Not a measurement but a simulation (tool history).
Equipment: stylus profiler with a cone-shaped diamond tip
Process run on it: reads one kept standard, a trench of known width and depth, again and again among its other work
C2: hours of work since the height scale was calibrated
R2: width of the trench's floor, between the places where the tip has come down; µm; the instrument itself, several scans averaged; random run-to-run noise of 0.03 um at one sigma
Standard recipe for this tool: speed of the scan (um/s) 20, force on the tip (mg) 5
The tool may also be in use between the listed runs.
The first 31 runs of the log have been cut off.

{"run": 32, "day": 39.867, "speed of the scan (um/s)": 8, "force on the tip (mg)": 5.91, "scans with this tip": 14936, "C2": 163, "depth of the trench (Å)": 1010.2, "R2": 27.32}
{"run": 33, "day": 40.625, "speed of the scan (um/s)": 60, "force on the tip (mg)": 2.45, "scans with this tip": 15049, "C2": 171, "depth of the trench (Å)": 1005.9, "R2": 27.23}
{"run": 34, "day": 41.467, "speed of the scan (um/s)": 6, "force on the tip (mg)": 1.85, "scans with this tip": 15175, "C2": 180, "depth of the trench (Å)": 1004.9, "R2": 27.37}
{"run": 35, "day": 42.996, "speed of the scan (um/s)": 6, "force on the tip (mg)": 1.85, "scans with this tip": 15404, "C2": 197, "depth of the trench (Å)": 1004.7, "R2": 27.45}
{"run": 36, "day": 44.462, "speed of the scan (um/s)": 20, "force on the tip (mg)": 4.11, "scans with this tip": 15622, "C2": 213, "depth of the trench (Å)": 1008.6, "R2": 27.34}
{"run": 37, "day": 45.842, "speed of the scan (um/s)": 20, "force on the tip (mg)": 4.11, "scans with this tip": 15829, "C2": 228, "depth of the trench (Å)": 1009.2, "R2": 27.33}
{"run": 38, "day": 47.538, "speed of the scan (um/s)": 20, "force on the tip (mg)": 4.11, "scans with this tip": 16082, "C2": 246, "depth of the trench (Å)": 1009.2, "R2": 27.36}
{"run": 39, "day": 48.75, "speed of the scan (um/s)": 56, "force on the tip (mg)": 7.77, "scans with this tip": 16263, "C2": 259, "depth of the trench (Å)": 1013.1, "R2": 27.18}
{"run": 40, "day": 49.688, "speed of the scan (um/s)": 6, "force on the tip (mg)": 4.96, "scans with this tip": 16403, "C2": 269, "depth of the trench (Å)": 1009.6, "R2": 27.33}
{"run": 41, "day": 51.088, "speed of the scan (um/s)": 45, "force on the tip (mg)": 7.06, "scans with this tip": 16612, "C2": 284, "depth of the trench (Å)": 1012.1, "R2": 27.27}
{"run": 42, "day": 52.192, "speed of the scan (um/s)": 43, "force on the tip (mg)": 7.06, "scans with this tip": 16777, "C2": 296, "depth of the trench (Å)": 1011.6, "R2": 27.27}
{"run": 43, "day": 52.975, "speed of the scan (um/s)": 43, "force on the tip (mg)": 7.06, "scans with this tip": 16895, "C2": 304, "depth of the trench (Å)": 1011.7, "R2": 27.23}
{"day": 54.454, "done": "new tip fitted, height scale calibrated"}
{"run": 44, "day": 54.496, "speed of the scan (um/s)": 43, "force on the tip (mg)": 7.06, "scans with this tip": 6, "C2": 0, "depth of the trench (Å)": 1012.5, "R2": 27.91}
{"run": 45, "day": 55.533, "speed of the scan (um/s)": 64, "force on the tip (mg)": 4.95, "scans with this tip": 161, "C2": 12, "depth of the trench (Å)": 1009.8, "R2": 27.79}
{"run": 46, "day": 57.242, "speed of the scan (um/s)": 64, "force on the tip (mg)": 3.71, "scans with this tip": 416, "C2": 30, "depth of the trench (Å)": 1008.9, "R2": 27.73}

Each row is a separate what-if for the run after 46, all from the same tool condition, not one after another. Results?
{"run": "A", "day": 58.904, "speed of the scan (um/s)": 13, "force on the tip (mg)": 1.81, "scans with this tip": 664, "C2": 48, "depth of the trench (Å)": "?", "R2": "?"}
{"run": "B", "day": 58.904, "speed of the scan (um/s)": 7, "force on the tip (mg)": 3.71, "scans with this tip": 664, "C2": 48, "depth of the trench (Å)": "?", "R2": "?"}
{"run": "C", "day": 58.904, "speed of the scan (um/s)": 6, "force on the tip (mg)": 2.72, "scans with this tip": 664, "C2": 48, "depth of the trench (Å)": "?", "R2": "?"}

run=A depth_of_the_trench_(Å)=1006.5 R2=27.89
run=B depth_of_the_trench_(Å)=1008 R2=27.91
run=C depth_of_the_trench_(Å)=1006.7 R2=27.91
Had the tool no hidden state, the same runs would have come out as:
run=A depth_of_the_trench_(Å)=1005.2 R2=27.94
run=B depth_of_the_trench_(Å)=1006.6 R2=27.95
run=C depth_of_the_trench_(Å)=1005.4 R2=27.96

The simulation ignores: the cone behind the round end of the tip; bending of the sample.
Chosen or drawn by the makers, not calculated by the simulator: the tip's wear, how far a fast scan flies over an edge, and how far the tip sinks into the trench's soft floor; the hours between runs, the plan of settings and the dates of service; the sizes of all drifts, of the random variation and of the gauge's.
